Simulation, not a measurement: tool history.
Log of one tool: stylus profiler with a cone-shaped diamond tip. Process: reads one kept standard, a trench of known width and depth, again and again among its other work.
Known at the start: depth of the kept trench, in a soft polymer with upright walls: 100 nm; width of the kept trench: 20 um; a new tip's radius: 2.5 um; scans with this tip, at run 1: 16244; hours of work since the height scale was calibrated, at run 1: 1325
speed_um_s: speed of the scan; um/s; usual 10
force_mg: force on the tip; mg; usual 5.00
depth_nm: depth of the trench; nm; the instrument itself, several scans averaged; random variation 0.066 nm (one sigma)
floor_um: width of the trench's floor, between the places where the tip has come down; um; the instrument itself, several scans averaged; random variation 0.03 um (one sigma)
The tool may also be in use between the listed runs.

| run | day | speed_um_s | force_mg | scans with this tip | hours of work since the height scale was calibrated | depth_nm | floor_um |
|---|---|---|---|---|---|---|---|
| 1 | 0.000 | 10 | 5.00 | 16244 | 1325 | 101.33 | 18.18 |
| 2 | 2.792 | 10 | 5.00 | 16736 | 1365 | 101.42 | 18.22 |
| 3 | 4.771 | 3 | 5.00 | 17085 | 1394 | 101.43 | 18.24 |
| 4 | 6.292 | 10 | 2.64 | 17353 | 1416 | 101.09 | 18.19 |
| 5 | 8.042 | 10 | 2.64 | 17662 | 1441 | 101.13 | 18.17 |
| 6 | 10.242 | 10 | 3.97 | 18049 | 1472 | 101.42 | 18.21 |
| 7 | 12.492 | 10 | 2.12 | 18445 | 1505 | 100.94 | 18.17 |
| 8 | 13.696 | 10 | 2.12 | 18657 | 1522 | 101.06 | 18.17 |
| 9 | 16.075 | 10 | 2.12 | 19076 | 1556 | 101.01 | 18.15 |
| 10 | 18.575 | 10 | 5.00 | 19517 | 1592 | 101.43 | 18.16 |
| 11 | 20.121 | 10 | 5.00 | 19789 | 1614 | 101.47 | 18.15 |
| 12 | 21.583 | 10 | 2.72 | 20047 | 1635 | 101.26 | 18.16 |
| 13 | 23.812 | 10 | 2.72 | 20440 | 1668 | 101.10 | 18.13 |
|  | 24.533 | height scale calibrated on a step standard |
| 14 | 25.267 | 9 | 5.00 | 20693 | 11 | 101.58 | 18.09 |
| 15 | 27.692 | 10 | 3.40 | 21119 | 45 | 101.38 | 18.10 |
| 16 | 29.938 | 10 | 3.84 | 21515 | 78 | 101.49 | 18.09 |
| 17 | 31.758 | 10 | 3.84 | 21836 | 104 | 101.53 | 18.14 |
| 18 | 33.004 | 10 | 3.84 | 22056 | 122 | 101.45 | 18.11 |
| 19 | 34.925 | 10 | 5.00 | 22394 | 149 | 101.68 | 18.08 |
| 20 | 37.246 | 10 | 5.00 | 22803 | 183 | 101.64 | 18.07 |
| 21 | 39.233 | 4 | 5.00 | 23154 | 211 | 101.63 | 18.15 |
|  | 41.033 | height scale calibrated on a step standard, once more |
| 22 | 42.000 | 10 | 5.00 | 23637 | 14 | 101.11 | 18.07 |
| 23 | 43.388 | 10 | 7.39 | 23881 | 34 | 101.36 | 18.12 |
| 24 | 44.854 | 5 | 7.58 | 24140 | 55 | 101.27 | 18.12 |
| 25 | 46.096 | 5 | 7.58 | 24359 | 73 | 101.38 | 18.13 |
| 26 | 47.983 | 5 | 7.58 | 24691 | 100 | 101.47 | 18.09 |
| 27 | 49.138 | 5 | 7.58 | 24895 | 116 | 101.35 | 18.08 |
| 28 | 51.754 | 5 | 7.58 | 25356 | 154 | 101.41 | 18.09 |
| 29 | 52.971 | 5 | 7.58 | 25570 | 172 | 101.42 | 18.10 |
| 30 | 55.450 | 23 | 6.74 | 26007 | 207 | 101.31 | 17.95 |
| 31 | 58.167 | 11 | 1.89 | 26485 | 246 | 100.65 | 17.97 |
| 32 | 60.571 | 11 | 1.89 | 26909 | 281 | 100.74 | 18.01 |
| 33 | 62.196 | 11 | 1.89 | 27195 | 304 | 100.68 | 18.01 |
| 34 | 64.508 | 3 | 5.67 | 27603 | 337 | 101.34 | 18.08 |
| 35 | 66.175 | 10 | 12.56 | 27896 | 361 | 102.03 | 18.00 |
| 36 | 68.933 | 10 | 12.56 | 28383 | 401 | 102.07 | 18.05 |
| 37 | 70.621 | 10 | 2.10 | 28680 | 425 | 100.72 | 17.98 |
| 38 | 73.004 | 10 | 2.10 | 29100 | 460 | 100.66 | 17.97 |
| 39 | 75.696 | 10 | 2.46 | 29574 | 498 | 100.85 | 17.97 |
| 40 | 78.154 | 10 | 2.46 | 30007 | 534 | 100.84 | 18.00 |
| 41 | 79.504 | 10 | 2.46 | 30245 | 553 | 100.85 | 17.99 |
| 42 | 81.483 | 11 | 13.12 | 30594 | 581 | 102.20 | 18.00 |
| 43 | 82.629 | 4 | 5.18 | 30795 | 598 | 101.33 | 18.01 |
| 44 | 84.588 | 4 | 2.52 | 31140 | 626 | 100.87 | 17.91 |
| 45 | 86.404 | 2 | 2.17 | 31460 | 652 | 100.83 | 17.93 |

Forecast each of these 3 alternatives for the next run:
| A | 88.954 | 29 | 2.17 | 31910 | 689 | ? | ? |
| B | 88.954 | 27 | 3.29 | 31910 | 689 | ? | ? |
| C | 88.954 | 9 | 5.00 | 31910 | 689 | ? | ? |

| run | depth_nm | floor_um |
|---|---|---|
| A | 100.75 | 17.80 |
| B | 100.99 | 17.80 |
| C | 101.23 | 17.98 |
Without the tool's hidden state the same runs would have given:
| run | depth_nm | floor_um |
|---|---|---|
| A | 100.50 | 18.41 |
| B | 100.74 | 18.41 |
| C | 100.98 | 18.60 |
